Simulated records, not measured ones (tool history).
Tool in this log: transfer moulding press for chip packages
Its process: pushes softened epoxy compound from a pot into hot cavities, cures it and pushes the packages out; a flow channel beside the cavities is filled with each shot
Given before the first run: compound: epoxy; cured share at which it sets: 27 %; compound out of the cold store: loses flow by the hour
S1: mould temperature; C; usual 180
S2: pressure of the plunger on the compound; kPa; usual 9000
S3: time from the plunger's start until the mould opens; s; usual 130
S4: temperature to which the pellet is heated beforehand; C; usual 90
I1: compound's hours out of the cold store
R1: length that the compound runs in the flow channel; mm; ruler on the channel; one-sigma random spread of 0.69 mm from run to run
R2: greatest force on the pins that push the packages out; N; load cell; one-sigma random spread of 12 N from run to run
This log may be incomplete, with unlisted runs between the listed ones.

| run | hour | S1 | S2 | S3 | S4 | I1 | R1 | R2 |
|---|---|---|---|---|---|---|---|---|
| 1 | 0 | 180 | 9000 | 130 | 90 | 13.4 | 593.6 | 709 |
| 2 | 37.5 | 180 | 9000 | 130 | 90 | 33.4 | 535.7 | 774 |
| 3 | 86.9 | 180 | 9000 | 130 | 93 | 45.6 | 503.5 | 863 |
| 4 | 126.5 | 180 | 9000 | 130 | 93 | 38 | 520.9 | 936 |
|  | 135.7 | cavities cleaned with cleaning compound and waxed |
| 5 | 190.1 | 180 | 9000 | 130 | 90 | 8.3 | 602.7 | 796 |
| 6 | 242.3 | 187 | 8400 | 153 | 94 | 17.9 | 540.6 | 696 |
| 7 | 284.7 | 180 | 7850 | 159 | 83 | 28.4 | 507 | 812 |
|  | 293.8 | cavities cleaned with cleaning compound and waxed |
| 8 | 330.1 | 180 | 7850 | 159 | 83 | 18.1 | 531.2 | 610 |
|  | 338.6 | plunger's sealing rings changed |
| 9 | 374.3 | 188 | 7850 | 130 | 83 | 20.3 | 522.5 | 656 |
|  | 384.7 | mould's thermocouples calibrated |
| 10 | 434.2 | 180 | 6950 | 130 | 90 | 25.5 | 489.8 | 925 |

What if the next run were any one of these 3? Each begins from the tool's condition after run 10:
|  | 456.6 | cavities cleaned with cleaning compound and waxed |
| A | 478.2 | 185 | 9000 | 130 | 92 | 28.3 | ? | ? |
|  | 456.6 | cavities cleaned with cleaning compound and waxed |
| B | 478.2 | 180 | 7080 | 113 | 81 | 44.8 | ? | ? |
|  | 456.6 | cavities cleaned with cleaning compound and waxed |
| C | 478.2 | 183 | 9730 | 130 | 87 | 34.9 | ? | ? |

| run | R1 | R2 |
|---|---|---|
| A | 538.2 | 555 |
| B | 447.6 | 836 |
| C | 547.1 | 593 |
Without the tool's hidden state the same runs would have given:
| run | R1 | R2 |
|---|---|---|
| A | 543.2 | 474 |
| B | 451.8 | 717 |
| C | 552.1 | 507 |
